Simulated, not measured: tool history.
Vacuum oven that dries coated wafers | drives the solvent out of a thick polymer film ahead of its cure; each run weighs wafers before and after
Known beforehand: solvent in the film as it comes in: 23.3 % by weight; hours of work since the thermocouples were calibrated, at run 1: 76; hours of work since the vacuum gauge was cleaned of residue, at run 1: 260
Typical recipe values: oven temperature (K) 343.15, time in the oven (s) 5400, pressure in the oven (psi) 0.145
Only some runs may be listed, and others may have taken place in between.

run     day  oven temperature (K)  time in the oven (s)  pressure in the oven (psi)  hours of work since the thermocouples were calibrated  hours of work since the vacuum gauge was cleaned of residue  solvent left in the film (%)
  1       0                343.15                  5400                       0.145                                                     76                                                          260                          2.95
  2   0.354                343.15                  3960                       0.145                                                     81                                                          266                          4.43
  3   0.688                343.15                  3960                       0.145                                                     86                                                          270                           4.4
  4   1.021                343.15                  9120                       0.145                                                     91                                                          275                          1.59
  5   1.821                343.15                  9120                       0.145                                                    102                                                          287                          1.63
  6   2.446                333.15                  5400                       0.145                                                    111                                                          295                          8.23
  7   2.792                343.15                  3660                       0.145                                                    116                                                          300                          4.97
  8   3.192                343.15                  3660                       0.145                                                    122                                                          306                          4.92
  9   3.758                338.15                  5400                       0.145                                                    130                                                          314                          5.27
 10     4.2                338.15                  5400                       0.145                                                    136                                                          321                           5.2
 11   4.954                338.15                  5400                       0.145                                                    147                                                          331                          5.17
 12   5.492                343.15                  5400                       0.145                                                    155                                                          339                          3.01
 13   6.146                343.15                  5400                       0.145                                                    164                                                          348                          3.01
 14   6.942                343.15                  6900                       0.145                                                    176                                                          360                           2.2
 15   7.354                346.15                  5400                       0.145                                                    181                                                          366                          2.13
 16   8.108                346.15                  5400                       0.145                                                    192                                                          377                          2.09
 17   8.821                343.15                  5400                       0.205                                                    202                                                          387                          3.53
 18   9.467                343.15                  5400                       0.189                                                    212                                                          396                          3.31
 19  10.021                343.15                  5400                       0.189                                                    220                                                          404                          3.44
 20  10.762                343.15                  5400                       0.189                                                    230                                                          415                           3.5
 21  11.312                343.15                  5400                       0.189                                                    238                                                          422                          3.37
 22  11.792                343.15                  5400                       0.145                                                    245                                                          429                          3.16
 23  12.233                343.15                  5400                       0.145                                                    251                                                          436                          3.06
 24  12.825                343.15                  5400                       0.145                                                    260                                                          444                          3.07
 25  13.233                337.15                  4260                       0.499                                                    266                                                          450                         10.29
 26  13.925                332.15                  5400                       0.145                                                    276                                                          460                           8.9
 27  14.371                332.15                  5400                       0.145                                                    282                                                          466                          8.77
 28  15.046                338.15                  5400                       0.145                                                    292                                                          476                          5.47
 29  15.554                338.15                  5400                       0.145                                                    299                                                          483                          5.24
 30  16.125                352.15                  5400                       0.376                                                    307                                                          491                          2.52
 31  16.783                352.15                  8100                       0.376                                                    316                                                          501                          2.44
 32  17.217                352.15                  8100                       0.117                                                    323                                                          507                          0.86
 33  17.658                352.15                  7140                       0.413                                                    329                                                          513                          2.55
 34  18.217                343.15                  4440                       0.145                                                    337                                                          521                          4.04
 35  19.025                349.15                  3300                        0.12                                                    349                                                          533                          2.82
 36  19.488                349.15                  4080                       0.093                                                    355                                                          539                          1.93
 37  20.038                342.15                  9600                       0.506                                                    363                                                          547                          5.08
 38  20.425                330.15                  4140                       0.515                                                    369                                                          553                         14.77
 39  20.954                337.15                  2760                       0.464                                                    376                                                          560                         12.46
 40  21.388                337.15                  2760                       0.464                                                    382                                                          567                         12.44
 41  22.079                346.15                  5580                       0.393                                                    392                                                          576                          3.91
 42  22.508                346.15                  5580                       0.393                                                    398                                                          583                          3.97
 43  23.308                346.15                  5580                       0.393                                                    410                                                          594                          3.91
 44  23.908                346.15                  5580                       0.393                                                    418                                                          603                             4
 45  24.312                351.15                  6900                       0.393                                                    424                                                          608                          2.64
 46  24.896                335.15                  6900                       0.155                                                    433                                                          617                          5.93

Predict each of these 3 candidate next runs independently; none follows another, all start after run 46:
  A  25.362                343.15                  5400                       0.315                                                    439                                                          624                             ?
  B  25.362                337.15                  6900                       0.103                                                    439                                                          624                             ?
  C  25.362                344.15                  7740                       0.128                                                    439                                                          624                             ?

run  solvent left in the film (%)
  A                          4.51
  B                          4.45
  C                          1.76
Without the tool's hidden state the same runs would have given:
run  solvent left in the film (%)
  A                           4.2
  B                          4.06
  C                          1.53

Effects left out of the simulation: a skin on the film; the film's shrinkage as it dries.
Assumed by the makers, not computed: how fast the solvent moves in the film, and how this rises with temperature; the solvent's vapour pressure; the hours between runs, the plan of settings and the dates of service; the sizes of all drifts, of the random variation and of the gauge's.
